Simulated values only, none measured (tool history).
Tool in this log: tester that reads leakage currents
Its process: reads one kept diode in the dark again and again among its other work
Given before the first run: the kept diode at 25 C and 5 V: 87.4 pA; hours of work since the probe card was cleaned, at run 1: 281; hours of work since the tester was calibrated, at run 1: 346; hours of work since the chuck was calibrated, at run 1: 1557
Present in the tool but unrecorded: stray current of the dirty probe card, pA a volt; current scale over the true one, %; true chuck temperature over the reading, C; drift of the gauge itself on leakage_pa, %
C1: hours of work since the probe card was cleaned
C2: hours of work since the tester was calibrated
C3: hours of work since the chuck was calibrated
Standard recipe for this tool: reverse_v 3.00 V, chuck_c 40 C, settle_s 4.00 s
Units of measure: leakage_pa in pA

run 1 day=0.000 | reverse_v=3.00 chuck_c=40 settle_s=4.00 | C1=281 C2=346 C3=1557 | leakage_pa=219.84
run 2 day=1.825 | reverse_v=3.00 chuck_c=40 settle_s=4.00 | C1=301 C2=366 C3=1577 | leakage_pa=220.12
run 3 day=3.917 | reverse_v=3.00 chuck_c=40 settle_s=4.00 | C1=324 C2=389 C3=1600 | leakage_pa=220.12
run 4 day=5.083 | reverse_v=3.00 chuck_c=40 settle_s=4.00 | C1=337 C2=402 C3=1613 | leakage_pa=218.27
-- day=5.671 chuck's temperature calibrated
run 5 day=6.588 | reverse_v=3.00 chuck_c=40 settle_s=4.00 | C1=353 C2=418 C3=10 | leakage_pa=236.10
run 6 day=8.417 | reverse_v=3.00 chuck_c=40 settle_s=4.00 | C1=373 C2=438 C3=30 | leakage_pa=235.69
run 7 day=11.108 | reverse_v=3.00 chuck_c=40 settle_s=4.00 | C1=402 C2=467 C3=60 | leakage_pa=234.81
run 8 day=12.908 | reverse_v=3.00 chuck_c=33 settle_s=4.00 | C1=422 C2=487 C3=80 | leakage_pa=136.42
run 9 day=14.904 | reverse_v=3.00 chuck_c=40 settle_s=4.00 | C1=444 C2=509 C3=102 | leakage_pa=234.84
run 10 day=16.188 | reverse_v=2.04 chuck_c=51 settle_s=6.25 | C1=458 C2=523 C3=116 | leakage_pa=437.79
run 11 day=17.654 | reverse_v=1.29 chuck_c=55 settle_s=0.37 | C1=474 C2=539 C3=132 | leakage_pa=468.78
run 12 day=19.121 | reverse_v=15.91 chuck_c=40 settle_s=4.00 | C1=491 C2=556 C3=148 | leakage_pa=530.17
run 13 day=20.762 | reverse_v=4.15 chuck_c=40 settle_s=0.48 | C1=509 C2=574 C3=166 | leakage_pa=277.88
run 14 day=22.033 | reverse_v=4.98 chuck_c=21 settle_s=0.61 | C1=523 C2=588 C3=180 | leakage_pa=70.38
run 15 day=24.767 | reverse_v=1.76 chuck_c=24 settle_s=0.61 | C1=553 C2=618 C3=210 | leakage_pa=51.95
run 16 day=26.575 | reverse_v=18.97 chuck_c=40 settle_s=1.36 | C1=573 C2=638 C3=230 | leakage_pa=584.13
run 17 day=28.754 | reverse_v=18.97 chuck_c=40 settle_s=1.36 | C1=597 C2=662 C3=254 | leakage_pa=585.39

Consider 5 possible next runs. They are alternatives, not a sequence: every one starts from the tool as it was left by run 17. What does each give?
run A day=30.692 | reverse_v=4.12 chuck_c=55 settle_s=2.05 | C1=618 C2=683 C3=275 | leakage_pa=?
run B day=30.692 | reverse_v=3.00 chuck_c=34 settle_s=0.53 | C1=618 C2=683 C3=275 | leakage_pa=?
run C day=30.692 | reverse_v=19.23 chuck_c=25 settle_s=1.36 | C1=618 C2=683 C3=275 | leakage_pa=?
run D day=30.692 | reverse_v=13.03 chuck_c=33 settle_s=8.80 | C1=618 C2=683 C3=275 | leakage_pa=?
run E day=30.692 | reverse_v=1.71 chuck_c=56 settle_s=1.36 | C1=618 C2=683 C3=275 | leakage_pa=?

run=A leakage_pa=820.35
run=B leakage_pa=150.16
run=C leakage_pa=196.71
run=D leakage_pa=286.10
run=E leakage_pa=576.30
Take away the tool's hidden state, keep each run's random variation, and the runs would have read:
run=A leakage_pa=815.27
run=B leakage_pa=146.43
run=C leakage_pa=172.08
run=D leakage_pa=269.53
run=E leakage_pa=574.25
